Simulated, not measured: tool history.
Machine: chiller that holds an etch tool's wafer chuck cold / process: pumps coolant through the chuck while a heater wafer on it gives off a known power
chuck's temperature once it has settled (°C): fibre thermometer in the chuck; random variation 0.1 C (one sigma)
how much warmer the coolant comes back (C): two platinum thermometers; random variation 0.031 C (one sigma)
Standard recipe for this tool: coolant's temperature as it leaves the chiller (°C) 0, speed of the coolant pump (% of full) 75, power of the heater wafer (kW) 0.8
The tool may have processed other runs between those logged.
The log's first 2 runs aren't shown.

| run | day | coolant's temperature as it leaves the chiller (°C) | speed of the coolant pump (% of full) | power of the heater wafer (kW) | chuck's temperature once it has settled (°C) | how much warmer the coolant comes back (C) |
|---|---|---|---|---|---|---|
| 3 | 4.208 | 0 | 75 | 0.8 | 8.7 | 2.78 |
| 4 | 5.367 | 0 | 75 | 0.8 | 8.7 | 2.76 |
| 5 | 6.662 | 0 | 75 | 0.8 | 8.8 | 2.75 |
| 6 | 8.671 | 0 | 72 | 0.8 | 9.1 | 2.87 |
| 7 | 9.721 | 0 | 72 | 0.8 | 9.2 | 2.87 |
| 8 | 11.65 | -1 | 72 | 0.8 | 8.2 | 2.93 |
| 9 | 14.038 | -1 | 72 | 0.8 | 8.2 | 2.89 |
| 10 | 16.171 | -1 | 72 | 0.8 | 8.2 | 2.86 |
| 11 | 18.654 | -1 | 72 | 0.8 | 8.2 | 2.87 |
| 12 | 20.267 | -1 | 72 | 0.8 | 8.2 | 2.89 |
| 13 | 22.683 | -1 | 72 | 0.8 | 8.2 | 2.9 |
| 14 | 25.025 | -1 | 72 | 0.8 | 8.2 | 2.9 |
| 15 | 27.279 | -5 | 72 | 0.8 | 4.3 | 2.91 |
| 16 | 29.162 | -5 | 72 | 0.8 | 4.3 | 2.92 |
| 17 | 30.529 | 0 | 68 | 1.182 | 14.4 | 4.58 |
| 18 | 31.762 | 8 | 74 | 0.877 | 17.8 | 3.13 |
| 19 | 33.062 | 3 | 76 | 0.452 | 8.1 | 1.53 |
| 20 | 35.121 | -2 | 75 | 0.429 | 2.9 | 1.52 |
| 21 | 36.733 | 7 | 76 | 0.429 | 11.9 | 1.46 |
| 22 | 37.817 | 7 | 76 | 0.429 | 11.9 | 1.48 |

For run 23, what comes out?
| 23 | 40.167 | -4 | 75 | 0.8 | ? | ? |

{"run 23": {"chuck's temperature once it has settled (°C)": 5, "how much warmer the coolant comes back (C)": 2.84}}
The same run, on a tool lacking any hidden state, would have yielded chuck's temperature once it has settled (°C) 3.8, how much warmer the coolant comes back (C) 2.68.

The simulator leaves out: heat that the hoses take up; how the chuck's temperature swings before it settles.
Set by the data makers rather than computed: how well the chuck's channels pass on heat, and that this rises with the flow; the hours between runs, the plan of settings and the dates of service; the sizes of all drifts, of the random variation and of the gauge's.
